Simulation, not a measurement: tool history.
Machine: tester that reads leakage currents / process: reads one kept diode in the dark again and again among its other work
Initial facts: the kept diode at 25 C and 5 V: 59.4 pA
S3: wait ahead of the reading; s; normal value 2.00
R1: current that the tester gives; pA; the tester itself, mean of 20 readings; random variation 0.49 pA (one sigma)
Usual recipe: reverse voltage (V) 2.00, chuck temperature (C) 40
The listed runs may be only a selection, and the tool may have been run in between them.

run 1 hour=0.0 | reverse_voltage_(V)=2.00 chuck_temperature_(C)=40 S3=2.00 | R1=148.46
run 2 hour=68.2 | reverse_voltage_(V)=2.00 chuck_temperature_(C)=40 S3=2.00 | R1=147.99
-- hour=141.6 chuck's temperature calibrated
run 3 hour=141.6 | reverse_voltage_(V)=2.00 chuck_temperature_(C)=40 S3=2.00 | R1=162.62
run 4 hour=291.9 | reverse_voltage_(V)=2.00 chuck_temperature_(C)=40 S3=0.80 | R1=161.20
run 5 hour=420.4 | reverse_voltage_(V)=2.00 chuck_temperature_(C)=40 S3=2.00 | R1=159.95
run 6 hour=488.2 | reverse_voltage_(V)=2.00 chuck_temperature_(C)=40 S3=2.00 | R1=161.24
run 7 hour=577.8 | reverse_voltage_(V)=2.00 chuck_temperature_(C)=40 S3=2.00 | R1=159.95
run 8 hour=715.3 | reverse_voltage_(V)=2.00 chuck_temperature_(C)=35 S3=2.00 | R1=102.60
run 9 hour=827.2 | reverse_voltage_(V)=1.31 chuck_temperature_(C)=35 S3=2.00 | R1=85.69
run 10 hour=968.5 | reverse_voltage_(V)=1.31 chuck_temperature_(C)=35 S3=2.00 | R1=85.72
run 11 hour=1061.7 | reverse_voltage_(V)=1.31 chuck_temperature_(C)=23 S3=2.00 | R1=28.17
run 12 hour=1167.8 | reverse_voltage_(V)=9.35 chuck_temperature_(C)=23 S3=2.00 | R1=70.50
-- hour=1180.0 tester calibrated
run 13 hour=1245.0 | reverse_voltage_(V)=9.35 chuck_temperature_(C)=23 S3=2.00 | R1=72.44
run 14 hour=1394.5 | reverse_voltage_(V)=9.35 chuck_temperature_(C)=23 S3=2.00 | R1=72.51
run 15 hour=1533.6 | reverse_voltage_(V)=9.35 chuck_temperature_(C)=23 S3=2.00 | R1=72.78
-- hour=1587.4 probe card cleaned and baked
run 16 hour=1615.9 | reverse_voltage_(V)=9.35 chuck_temperature_(C)=23 S3=2.00 | R1=62.64
run 17 hour=1701.7 | reverse_voltage_(V)=2.00 chuck_temperature_(C)=27 S3=2.00 | R1=47.95
run 18 hour=1796.0 | reverse_voltage_(V)=2.00 chuck_temperature_(C)=40 S3=0.83 | R1=158.73
run 19 hour=1881.0 | reverse_voltage_(V)=2.00 chuck_temperature_(C)=40 S3=0.83 | R1=157.91
run 20 hour=1949.5 | reverse_voltage_(V)=2.00 chuck_temperature_(C)=40 S3=0.83 | R1=158.53
run 21 hour=2060.4 | reverse_voltage_(V)=2.27 chuck_temperature_(C)=44 S3=1.16 | R1=235.60
run 22 hour=2194.8 | reverse_voltage_(V)=2.36 chuck_temperature_(C)=52 S3=4.49 | R1=468.18
run 23 hour=2263.0 | reverse_voltage_(V)=2.36 chuck_temperature_(C)=52 S3=4.49 | R1=470.20
run 24 hour=2374.7 | reverse_voltage_(V)=4.87 chuck_temperature_(C)=24 S3=1.05 | R1=52.41
run 25 hour=2506.9 | reverse_voltage_(V)=4.87 chuck_temperature_(C)=24 S3=1.05 | R1=52.11
run 26 hour=2613.3 | reverse_voltage_(V)=2.16 chuck_temperature_(C)=54 S3=0.34 | R1=531.47
run 27 hour=2682.6 | reverse_voltage_(V)=2.16 chuck_temperature_(C)=52 S3=2.45 | R1=449.68
run 28 hour=2817.1 | reverse_voltage_(V)=2.16 chuck_temperature_(C)=37 S3=1.17 | R1=122.12
run 29 hour=2944.0 | reverse_voltage_(V)=1.31 chuck_temperature_(C)=23 S3=1.95 | R1=26.63
run 30 hour=3061.6 | reverse_voltage_(V)=2.25 chuck_temperature_(C)=28 S3=2.00 | R1=54.26
run 31 hour=3186.8 | reverse_voltage_(V)=2.25 chuck_temperature_(C)=28 S3=2.00 | R1=53.68
run 32 hour=3285.8 | reverse_voltage_(V)=1.28 chuck_temperature_(C)=59 S3=3.63 | R1=628.86
run 33 hour=3435.7 | reverse_voltage_(V)=1.28 chuck_temperature_(C)=29 S3=3.63 | R1=46.24
run 34 hour=3579.1 | reverse_voltage_(V)=6.08 chuck_temperature_(C)=29 S3=2.24 | R1=90.03
run 35 hour=3690.1 | reverse_voltage_(V)=2.00 chuck_temperature_(C)=25 S3=3.45 | R1=38.17
run 36 hour=3760.2 | reverse_voltage_(V)=2.56 chuck_temperature_(C)=43 S3=2.61 | R1=219.41
run 37 hour=3872.0 | reverse_voltage_(V)=2.56 chuck_temperature_(C)=43 S3=2.61 | R1=219.07
run 38 hour=3990.5 | reverse_voltage_(V)=7.78 chuck_temperature_(C)=43 S3=0.35 | R1=353.60
run 39 hour=4121.1 | reverse_voltage_(V)=7.78 chuck_temperature_(C)=43 S3=0.35 | R1=353.69
run 40 hour=4217.6 | reverse_voltage_(V)=1.29 chuck_temperature_(C)=30 S3=0.31 | R1=50.89

What if the next run were any one of these 4? Each begins from the tool's condition after run 40:
run A hour=4345.3 | reverse_voltage_(V)=1.18 chuck_temperature_(C)=40 S3=0.63 | R1=?
run B hour=4345.3 | reverse_voltage_(V)=3.57 chuck_temperature_(C)=50 S3=0.97 | R1=?
run C hour=4345.3 | reverse_voltage_(V)=1.42 chuck_temperature_(C)=43 S3=2.03 | R1=?
run D hour=4345.3 | reverse_voltage_(V)=1.29 chuck_temperature_(C)=30 S3=3.33 | R1=?

run=A R1=121.10
run=B R1=453.55
run=C R1=169.87
run=D R1=50.06
Without the tool's unlogged condition, the same runs would have read:
run=A R1=132.30
run=B R1=493.50
run=C R1=185.44
run=D R1=54.65
